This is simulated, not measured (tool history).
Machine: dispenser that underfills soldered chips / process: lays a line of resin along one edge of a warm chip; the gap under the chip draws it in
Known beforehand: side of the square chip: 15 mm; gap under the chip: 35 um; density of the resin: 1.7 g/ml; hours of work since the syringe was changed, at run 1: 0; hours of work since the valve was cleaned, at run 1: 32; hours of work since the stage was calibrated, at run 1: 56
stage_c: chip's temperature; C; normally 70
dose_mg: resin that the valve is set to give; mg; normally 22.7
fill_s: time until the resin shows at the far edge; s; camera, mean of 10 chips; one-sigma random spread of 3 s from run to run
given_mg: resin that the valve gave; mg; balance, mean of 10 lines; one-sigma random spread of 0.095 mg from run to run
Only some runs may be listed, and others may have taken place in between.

run   hour  stage_c  dose_mg  hours of work since the syringe was changed  hours of work since the valve was cleaned  hours of work since the stage was calibrated  fill_s  given_mg
  1    0.0       70     22.7                                            0                                         32                                            56   293.3     22.33
  2    3.8       75     22.7                                            3                                         34                                            59   254.1     22.10
  3    9.0       70     22.7                                            6                                         38                                            62   364.8     22.14
      10.1  -- new syringe of resin
  4   14.8       70     22.7                                            3                                         42                                            66   334.9     22.00
  5   18.0       70     22.7                                            6                                         44                                            69   360.0     22.07
      20.1  -- new syringe of resin
      24.0  -- dispensing valve cleaned and set on the balance
  6   25.3       70     22.7                                            3                                          1                                            73   333.0     22.61
      30.8  -- new syringe of resin
  7   31.5       70     22.7                                            0                                          5                                            77   307.7     22.57
  8   34.4       70     22.7                                            3                                          7                                            79   323.6     22.66
  9   39.8       70     22.7                                            6                                         11                                            83   372.6     22.39
      40.6  -- new syringe of resin
 10   44.0       70     22.7                                            2                                         14                                            86   322.2     22.34
 11   48.6       70     21.2                                            6                                         17                                            89   365.6     20.92
      50.5  -- new syringe of resin
 12   51.4       70     21.2                                            1                                         19                                            91   306.6     20.84
 13   55.6       70     25.1                                            4                                         22                                            94   330.3     24.60
 14   58.1       58     25.1                                            5                                         24                                            96   640.0     24.40
      60.2  -- new syringe of resin
 15   62.8       77     28.4                                            2                                         27                                            99   218.9     27.71
 16   67.8       77     28.4                                            5                                         30                                           102   250.4     27.71
      70.0  -- new syringe of resin
 17   71.0       81     27.2                                            1                                         33                                           104   180.7     26.68
 18   77.1       57     26.0                                            5                                         37                                           109   693.7     25.25
      79.8  -- new syringe of resin
 19   80.0       79     22.6                                            0                                         39                                           111   194.5     22.07
 20   84.3       79     22.6                                            3                                         42                                           114   217.1     21.78
 21   88.4       77     26.5                                            6                                         45                                           117   254.8     25.53
      89.8  -- new syringe of resin
      93.7  -- dispensing valve cleaned and set on the balance
 22   95.3       82     22.7                                            3                                          1                                           121   184.8     22.77
 23   98.8       57     20.1                                            6                                          4                                           123   714.0     20.15
     100.8  -- new syringe of resin
 24  104.5       69     22.8                                            3                                          7                                           127   341.1     22.80
 25  107.1       74     21.9                                            5                                          9                                           129   287.5     21.85

Alternative continuations, all from the tool just after run 25; predict every row:
     110.6  -- new syringe of resin
  A  112.1       61     23.5                                            1                                         13                                           132       ?         ?
     110.6  -- new syringe of resin
  B  112.1       57     27.8                                            1                                         13                                           132       ?         ?
     110.6  -- new syringe of resin
  C  112.1       74     27.3                                            1                                         13                                           132       ?         ?
     110.6  -- new syringe of resin
  D  112.1       63     21.7                                            1                                         13                                           132       ?         ?
     110.6  -- new syringe of resin
  E  112.1       64     22.6                                            1                                         13                                           132       ?         ?

run  fill_s  given_mg
  A   481.4     23.42
  B   589.3     27.58
  C   250.6     27.14
  D   440.6     21.49
  E   415.5     22.47
Had the tool no hidden state, the same runs would have come out as:
run  fill_s  given_mg
  A   471.7     23.58
  B   577.8     27.78
  C   245.2     27.33
  D   431.4     21.64
  E   406.9     22.63
